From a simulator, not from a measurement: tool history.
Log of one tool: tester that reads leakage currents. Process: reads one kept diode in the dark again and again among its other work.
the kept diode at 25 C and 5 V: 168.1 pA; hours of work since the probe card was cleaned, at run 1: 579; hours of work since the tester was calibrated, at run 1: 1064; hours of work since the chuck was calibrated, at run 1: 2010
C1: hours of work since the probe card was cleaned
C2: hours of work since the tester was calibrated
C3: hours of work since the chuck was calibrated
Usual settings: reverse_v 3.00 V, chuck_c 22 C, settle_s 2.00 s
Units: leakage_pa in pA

{"run": 1, "hour": 0.0, "reverse_v": 3.0, "chuck_c": 22, "settle_s": 2.0, "C1": 579, "C2": 1064, "C3": 2010, "leakage_pa": 122.22}
{"run": 2, "hour": 55.8, "reverse_v": 3.0, "chuck_c": 22, "settle_s": 2.0, "C1": 618, "C2": 1104, "C3": 2049, "leakage_pa": 122.78}
{"run": 3, "hour": 148.5, "reverse_v": 3.0, "chuck_c": 22, "settle_s": 2.0, "C1": 683, "C2": 1169, "C3": 2115, "leakage_pa": 123.2}
{"run": 4, "hour": 224.6, "reverse_v": 3.0, "chuck_c": 37, "settle_s": 2.0, "C1": 737, "C2": 1222, "C3": 2168, "leakage_pa": 415.87}
{"run": 5, "hour": 279.3, "reverse_v": 3.0, "chuck_c": 28, "settle_s": 2.0, "C1": 775, "C2": 1261, "C3": 2207, "leakage_pa": 204.61}
{"run": 6, "hour": 375.7, "reverse_v": 3.0, "chuck_c": 22, "settle_s": 6.86, "C1": 843, "C2": 1329, "C3": 2275, "leakage_pa": 125.08}
{"run": 7, "hour": 459.0, "reverse_v": 3.0, "chuck_c": 22, "settle_s": 6.86, "C1": 902, "C2": 1387, "C3": 2333, "leakage_pa": 126.45}
{"hour": 523.2, "done": "chuck's temperature calibrated"}
{"run": 8, "hour": 541.5, "reverse_v": 3.0, "chuck_c": 22, "settle_s": 6.86, "C1": 959, "C2": 1444, "C3": 13, "leakage_pa": 105.54}
{"run": 9, "hour": 584.4, "reverse_v": 3.0, "chuck_c": 22, "settle_s": 6.86, "C1": 989, "C2": 1474, "C3": 43, "leakage_pa": 105.87}
{"run": 10, "hour": 641.3, "reverse_v": 1.69, "chuck_c": 22, "settle_s": 5.44, "C1": 1029, "C2": 1514, "C3": 83, "leakage_pa": 81.72}
{"run": 11, "hour": 686.5, "reverse_v": 1.41, "chuck_c": 29, "settle_s": 0.43, "C1": 1061, "C2": 1546, "C3": 115, "leakage_pa": 134.57}
{"run": 12, "hour": 775.7, "reverse_v": 3.0, "chuck_c": 22, "settle_s": 0.56, "C1": 1123, "C2": 1609, "C3": 178, "leakage_pa": 109.14}
{"run": 13, "hour": 834.3, "reverse_v": 2.65, "chuck_c": 22, "settle_s": 0.36, "C1": 1165, "C2": 1650, "C3": 219, "leakage_pa": 103.39}
{"run": 14, "hour": 885.3, "reverse_v": 3.0, "chuck_c": 43, "settle_s": 2.0, "C1": 1200, "C2": 1686, "C3": 255, "leakage_pa": 574.95}
{"run": 15, "hour": 955.5, "reverse_v": 1.17, "chuck_c": 43, "settle_s": 1.04, "C1": 1250, "C2": 1735, "C3": 304, "leakage_pa": 373.52}
{"run": 16, "hour": 1011.5, "reverse_v": 18.54, "chuck_c": 25, "settle_s": 1.04, "C1": 1289, "C2": 1775, "C3": 344, "leakage_pa": 337.88}
{"run": 17, "hour": 1061.7, "reverse_v": 18.54, "chuck_c": 25, "settle_s": 1.04, "C1": 1325, "C2": 1810, "C3": 379, "leakage_pa": 341.18}
{"run": 18, "hour": 1159.1, "reverse_v": 18.54, "chuck_c": 25, "settle_s": 1.04, "C1": 1393, "C2": 1878, "C3": 447, "leakage_pa": 343.69}

Forecast each of these 4 alternatives for the next run:
{"run": "A", "hour": 1213.4, "reverse_v": 1.86, "chuck_c": 27, "settle_s": 0.62, "C1": 1431, "C2": 1917, "C3": 486, "leakage_pa": "?"}
{"run": "B", "hour": 1213.4, "reverse_v": 1.15, "chuck_c": 25, "settle_s": 0.65, "C1": 1431, "C2": 1917, "C3": 486, "leakage_pa": "?"}
{"run": "C", "hour": 1213.4, "reverse_v": 18.54, "chuck_c": 28, "settle_s": 5.89, "C1": 1431, "C2": 1917, "C3": 486, "leakage_pa": "?"}
{"run": "D", "hour": 1213.4, "reverse_v": 7.15, "chuck_c": 22, "settle_s": 0.73, "C1": 1431, "C2": 1917, "C3": 486, "leakage_pa": "?"}

run=A leakage_pa=134.33
run=B leakage_pa=90.62
run=C leakage_pa=432.02
run=D leakage_pa=171.29
Without the tool's hidden state the same runs would have given:
run=A leakage_pa=127.00
run=B leakage_pa=85.75
run=C leakage_pa=396.04
run=D leakage_pa=157.07
